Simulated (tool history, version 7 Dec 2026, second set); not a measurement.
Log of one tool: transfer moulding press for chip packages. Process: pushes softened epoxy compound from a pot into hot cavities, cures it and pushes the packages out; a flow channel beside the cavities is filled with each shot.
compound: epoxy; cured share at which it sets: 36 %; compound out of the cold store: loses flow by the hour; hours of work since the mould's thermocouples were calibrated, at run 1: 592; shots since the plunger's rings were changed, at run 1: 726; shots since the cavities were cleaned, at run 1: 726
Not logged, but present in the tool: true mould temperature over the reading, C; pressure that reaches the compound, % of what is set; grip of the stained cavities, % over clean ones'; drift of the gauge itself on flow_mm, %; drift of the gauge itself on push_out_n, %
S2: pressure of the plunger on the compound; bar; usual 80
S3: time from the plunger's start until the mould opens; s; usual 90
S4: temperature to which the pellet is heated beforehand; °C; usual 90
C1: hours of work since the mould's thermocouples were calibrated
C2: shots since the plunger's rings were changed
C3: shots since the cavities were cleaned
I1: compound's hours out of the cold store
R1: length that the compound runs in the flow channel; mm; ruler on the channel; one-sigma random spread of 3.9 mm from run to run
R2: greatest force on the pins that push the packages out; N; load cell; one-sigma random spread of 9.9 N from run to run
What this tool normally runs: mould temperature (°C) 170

run 1 hour=0 | mould_temperature_(°C)=170 S2=80 S3=90 S4=90 | C1=592 C2=726 C3=726 | I1=20.2 | R1=807 R2=753
run 2 hour=13.9 | mould_temperature_(°C)=170 S2=80 S3=90 S4=90 | C1=600 C2=910 C3=910 | I1=23.3 | R1=794 R2=788
-- hour=27.6 cavities cleaned with cleaning compound and waxed
run 3 hour=33.6 | mould_temperature_(°C)=170 S2=80 S3=90 S4=90 | C1=611 C2=1151 C3=79 | I1=24.2 | R1=784 R2=509
run 4 hour=52.9 | mould_temperature_(°C)=170 S2=80 S3=90 S4=90 | C1=623 C2=1407 C3=335 | I1=23.4 | R1=786 R2=650
run 5 hour=76 | mould_temperature_(°C)=170 S2=80 S3=90 S4=90 | C1=637 C2=1713 C3=641 | I1=28.7 | R1=758 R2=714
run 6 hour=106.2 | mould_temperature_(°C)=170 S2=80 S3=90 S4=90 | C1=655 C2=2113 C3=1041 | I1=46.9 | R1=674 R2=789
-- hour=110.1 cavities cleaned with cleaning compound and waxed
run 7 hour=130.6 | mould_temperature_(°C)=170 S2=80 S3=90 S4=90 | C1=669 C2=2416 C3=271 | I1=43.2 | R1=692 R2=617
run 8 hour=157.8 | mould_temperature_(°C)=170 S2=80 S3=90 S4=90 | C1=685 C2=2776 C3=631 | I1=45.2 | R1=676 R2=723
run 9 hour=179.6 | mould_temperature_(°C)=170 S2=80 S3=90 S4=90 | C1=699 C2=3065 C3=920 | I1=45.1 | R1=672 R2=783
-- hour=193.2 cavities cleaned with cleaning compound and waxed
run 10 hour=208.4 | mould_temperature_(°C)=170 S2=80 S3=90 S4=90 | C1=715 C2=3426 C3=202 | I1=42.1 | R1=677 R2=539
run 11 hour=233.4 | mould_temperature_(°C)=170 S2=80 S3=90 S4=90 | C1=730 C2=3757 C3=533 | I1=25.6 | R1=733 R2=729
run 12 hour=262.1 | mould_temperature_(°C)=170 S2=62.1 S3=90 S4=90 | C1=748 C2=4138 C3=914 | I1=26.6 | R1=644 R2=769
-- hour=268.3 plunger's sealing rings changed
-- hour=277.8 cavities cleaned with cleaning compound and waxed
run 13 hour=292.9 | mould_temperature_(°C)=170 S2=62.1 S3=90 S4=90 | C1=764 C2=306 C3=201 | I1=19.6 | R1=725 R2=556
run 14 hour=323 | mould_temperature_(°C)=170 S2=62.1 S3=90 S4=90 | C1=782 C2=704 C3=599 | I1=18.2 | R1=717 R2=715
run 15 hour=343.9 | mould_temperature_(°C)=170 S2=97.2 S3=92 S4=98 | C1=795 C2=981 C3=876 | I1=44.7 | R1=771 R2=728
-- hour=360.7 cavities cleaned with cleaning compound and waxed
run 16 hour=361.5 | mould_temperature_(°C)=170 S2=80 S3=85 S4=90 | C1=804 C2=1193 C3=10 | I1=11.9 | R1=842 R2=490
-- hour=369 mould's thermocouples calibrated
run 17 hour=377.2 | mould_temperature_(°C)=170 S2=80 S3=85 S4=90 | C1=5 C2=1376 C3=193 | I1=35.1 | R1=740 R2=581
run 18 hour=400 | mould_temperature_(°C)=170 S2=80 S3=117 S4=92 | C1=19 C2=1677 C3=494 | I1=37 | R1=729 R2=611
run 19 hour=419.4 | mould_temperature_(°C)=170 S2=92.5 S3=90 S4=94 | C1=30 C2=1934 C3=751 | I1=14.4 | R1=879 R2=764
run 20 hour=436.3 | mould_temperature_(°C)=170 S2=92.5 S3=90 S4=94 | C1=41 C2=2158 C3=975 | I1=32.1 | R1=797 R2=802
-- hour=444.7 cavities cleaned with cleaning compound and waxed
run 21 hour=455.7 | mould_temperature_(°C)=163 S2=80 S3=82 S4=90 | C1=52 C2=2396 C3=147 | I1=19.2 | R1=804 R2=946
run 22 hour=476.3 | mould_temperature_(°C)=163 S2=80 S3=82 S4=84 | C1=64 C2=2669 C3=420 | I1=21.4 | R1=794 R2=1202
run 23 hour=493.1 | mould_temperature_(°C)=174 S2=81.7 S3=76 S4=97 | C1=74 C2=2890 C3=641 | I1=9.3 | R1=818 R2=804
run 24 hour=508.8 | mould_temperature_(°C)=174 S2=81.7 S3=76 S4=97 | C1=84 C2=3098 C3=849 | I1=9.1 | R1=815 R2=863
-- hour=527.1 cavities cleaned with cleaning compound and waxed
run 25 hour=532.9 | mould_temperature_(°C)=174 S2=88.5 S3=106 S4=97 | C1=97 C2=3398 C3=78 | I1=40.2 | R1=711 R2=432
run 26 hour=557.6 | mould_temperature_(°C)=174 S2=88.5 S3=127 S4=97 | C1=112 C2=3725 C3=405 | I1=22.8 | R1=782 R2=599
run 27 hour=572 | mould_temperature_(°C)=175 S2=97.1 S3=83 S4=89 | C1=121 C2=3915 C3=595 | I1=28.9 | R1=787 R2=691
run 28 hour=585 | mould_temperature_(°C)=170 S2=71.2 S3=79 S4=82 | C1=129 C2=4087 C3=767 | I1=31.8 | R1=665 R2=898

Pick out some run-to-run changes in R1. Of each, how much would a tool without hidden state show as well, from the settings, what came in and chance, and how much is left for the hidden state and any gauge scatter not in both results compared?
Run 12 -> 13: plunger's sealing rings changed, cavities cleaned with cleaning compound and waxed. R1 +81 mm: hidden state +57, all else +24.
Run 18 -> 19: S2 80 -> 92.5, S3 117 -> 90, S4 92 -> 94. R1 +150 mm: hidden state -10, all else +160.
Run 25 -> 26: S3 106 -> 127. R1 +71 mm: hidden state -12, all else +83.
Run 27 -> 28: mould temperature (°C) 175 -> 170, S2 97.1 -> 71.2, S3 83 -> 79, S4 89 -> 82. R1 -122 mm: hidden state +7, all else -129.
